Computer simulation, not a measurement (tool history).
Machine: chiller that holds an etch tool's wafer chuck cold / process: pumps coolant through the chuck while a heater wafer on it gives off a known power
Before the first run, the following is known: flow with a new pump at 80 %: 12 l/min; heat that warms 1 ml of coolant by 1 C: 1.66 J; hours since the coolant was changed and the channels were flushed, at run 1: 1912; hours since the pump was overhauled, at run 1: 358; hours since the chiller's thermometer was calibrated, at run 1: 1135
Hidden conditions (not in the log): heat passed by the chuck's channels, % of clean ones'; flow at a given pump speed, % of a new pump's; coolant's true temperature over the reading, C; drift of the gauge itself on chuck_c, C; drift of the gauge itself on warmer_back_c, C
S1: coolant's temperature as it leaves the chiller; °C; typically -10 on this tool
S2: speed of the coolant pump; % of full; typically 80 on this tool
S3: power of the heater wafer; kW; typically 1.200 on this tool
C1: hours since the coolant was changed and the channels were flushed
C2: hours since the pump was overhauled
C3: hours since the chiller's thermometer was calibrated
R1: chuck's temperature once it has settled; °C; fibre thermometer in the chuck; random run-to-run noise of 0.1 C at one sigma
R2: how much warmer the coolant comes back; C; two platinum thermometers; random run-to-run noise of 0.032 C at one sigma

Run 1, hour 0.0: usual settings; C1 1912; C2 358; C3 1135. Result: R1 3.2 °C, R2 3.59 C.
Run 2, hour 61.7: usual settings but S3 0.601 kW; C1 1974; C2 420; C3 1197. Result: R1 -3.4 °C, R2 1.87 C.
Run 3, hour 119.4: usual settings but S3 0.601 kW; C1 2031; C2 477; C3 1254. Result: R1 -3.4 °C, R2 1.86 C.
Run 4, hour 155.9: usual settings but S3 0.601 kW; C1 2068; C2 514; C3 1291. Result: R1 -3.4 °C, R2 1.89 C.
Run 5, hour 204.0: usual settings but S3 0.601 kW; C1 2116; C2 562; C3 1339. Result: R1 -3.4 °C, R2 1.85 C.
Run 6, hour 260.3: usual settings but S2 99 % of full, S3 0.601 kW; C1 2172; C2 618; C3 1395. Result: R1 -4.3 °C, R2 1.47 C.
Run 7, hour 310.2: usual settings but S2 99 % of full, S3 0.601 kW; C1 2222; C2 668; C3 1445. Result: R1 -4.3 °C, R2 1.54 C.
Run 8, hour 378.1: usual settings but S2 99 % of full, S3 0.601 kW; C1 2290; C2 736; C3 1513. Result: R1 -4.4 °C, R2 1.55 C.
Run 9, hour 423.2: usual settings but S2 99 % of full, S3 0.601 kW; C1 2335; C2 781; C3 1558. Result: R1 -4.3 °C, R2 1.55 C.
Run 10, hour 493.2: usual settings but S2 79 % of full; C1 2405; C2 851; C3 1628. Result: R1 3.2 °C, R2 3.81 C.
Run 11, hour 531.4: usual settings but S2 79 % of full; C1 2443; C2 889; C3 1666. Result: R1 3.4 °C, R2 3.81 C.
Run 12, hour 590.5: usual settings but S2 79 % of full; C1 2502; C2 948; C3 1725. Result: R1 3.2 °C, R2 3.78 C.
Run 13, hour 666.8: usual settings but S2 79 % of full; C1 2579; C2 1025; C3 1802. Result: R1 3.6 °C, R2 3.81 C.
Run 14, hour 737.2: usual settings; C1 2649; C2 1095; C3 1872. Result: R1 3.2 °C, R2 3.79 C.
Run 15, hour 813.9: usual settings; C1 2726; C2 1172; C3 1949. Result: R1 3.2 °C, R2 3.81 C.
Run 16, hour 891.2: usual settings but S2 85 % of full; C1 2803; C2 1249; C3 2026. Result: R1 2.5 °C, R2 3.62 C.
Run 17, hour 965.6: usual settings but S2 85 % of full; C1 2878; C2 1323; C3 2101. Result: R1 2.6 °C, R2 3.63 C.
Run 18, hour 1003.1: usual settings but S1 -11 °C, S2 78 % of full, S3 1.748 kW; C1 2915; C2 1361; C3 2138. Result: R1 8.6 °C, R2 5.68 C.
Run 19, hour 1079.5: usual settings but S1 -11 °C, S2 71 % of full, S3 0.683 kW; C1 2991; C2 1437; C3 2214. Result: R1 -2.9 °C, R2 2.55 C.
Run 20, hour 1114.7: usual settings but S1 -20 °C, S2 71 % of full, S3 0.683 kW; C1 3027; C2 1473; C3 2250. Result: R1 -11.6 °C, R2 2.59 C.
Run 21, hour 1160.6: usual settings but S1 -14 °C, S2 71 % of full, S3 0.683 kW; C1 3073; C2 1519; C3 2296. Result: R1 -5.9 °C, R2 2.65 C.
Run 22, hour 1197.0: usual settings but S1 -14 °C, S2 71 % of full, S3 0.683 kW; C1 3109; C2 1555; C3 2332. Result: R1 -5.9 °C, R2 2.61 C.
Run 23, hour 1258.0: usual settings but S3 1.121 kW; C1 3170; C2 1616; C3 2393. Result: R1 2.4 °C, R2 3.69 C.
Run 24, hour 1338.0: usual settings but S3 1.121 kW; C1 3250; C2 1696; C3 2473. Result: R1 2.2 °C, R2 3.69 C.
Run 25, hour 1391.7: usual settings but S3 1.121 kW; C1 3304; C2 1750; C3 2527. Result: R1 2.3 °C, R2 3.69 C.
Run 26, hour 1435.2: usual settings but S1 -6 °C, S2 77 % of full, S3 1.121 kW; C1 3347; C2 1793; C3 2570. Result: R1 6.9 °C, R2 3.85 C.
Run 27, hour 1504.4: usual settings but S3 1.145 kW; C1 3416; C2 1862; C3 2639. Result: R1 2.6 °C, R2 3.83 C.
Run 28, hour 1552.0: usual settings but S2 86 % of full, S3 1.145 kW; C1 3464; C2 1910; C3 2687. Result: R1 2.0 °C, R2 3.59 C.
Run 29, hour 1598.6: usual settings but S1 -11 °C, S2 77 % of full, S3 1.795 kW; C1 3511; C2 1957; C3 2734. Result: R1 9.5 °C, R2 6.09 C.
Run 30, hour 1634.4: usual settings but S1 -11 °C, S2 77 % of full, S3 1.795 kW; C1 3546; C2 1992; C3 2769. Result: R1 9.2 °C, R2 6.01 C.
At hour 1715.6: gauge calibrated.
Run 31, hour 1715.6: usual settings but S1 -4 °C, S2 66 % of full, S3 0.619 kW; C1 3628; C2 2073; C3 2851. Result: R1 3.9 °C, R2 2.26 C.
Run 32, hour 1780.2: usual settings but S2 90 % of full; C1 3692; C2 2138; C3 2915. Result: R1 2.1 °C, R2 3.26 C.
Run 33, hour 1850.6: usual settings but S1 -11 °C, S2 63 % of full, S3 1.279 kW; C1 3763; C2 2208; C3 2985. Result: R1 5.7 °C, R2 5.00 C.

What if the next run were any one of these 3? Each begins from the tool's condition after run 33:
At hour 1867.3: chiller's thermometer calibrated.
Run A, hour 1931.5: usual settings but S1 -9 °C; C1 3842; C2 2288; C3 64. Result: R1 ?, R2 ?.
At hour 1867.3: chiller's thermometer calibrated.
Run B, hour 1931.5: usual settings but S1 -17 °C, S2 88 % of full, S3 1.005 kW; C1 3842; C2 2288; C3 64. Result: R1 ?, R2 ?.
At hour 1867.3: chiller's thermometer calibrated.
Run C, hour 1931.5: usual settings but S1 -18 °C, S3 0.981 kW; C1 3842; C2 2288; C3 64. Result: R1 ?, R2 ?.

run    R1    R2
  A   4.2  3.68
  B  -6.7  2.78
  C  -7.0  3.00
Without the tool's hidden state the same runs would have given:
run    R1    R2
  A   4.2  3.62
  B  -6.8  2.72
  C  -7.0  2.95
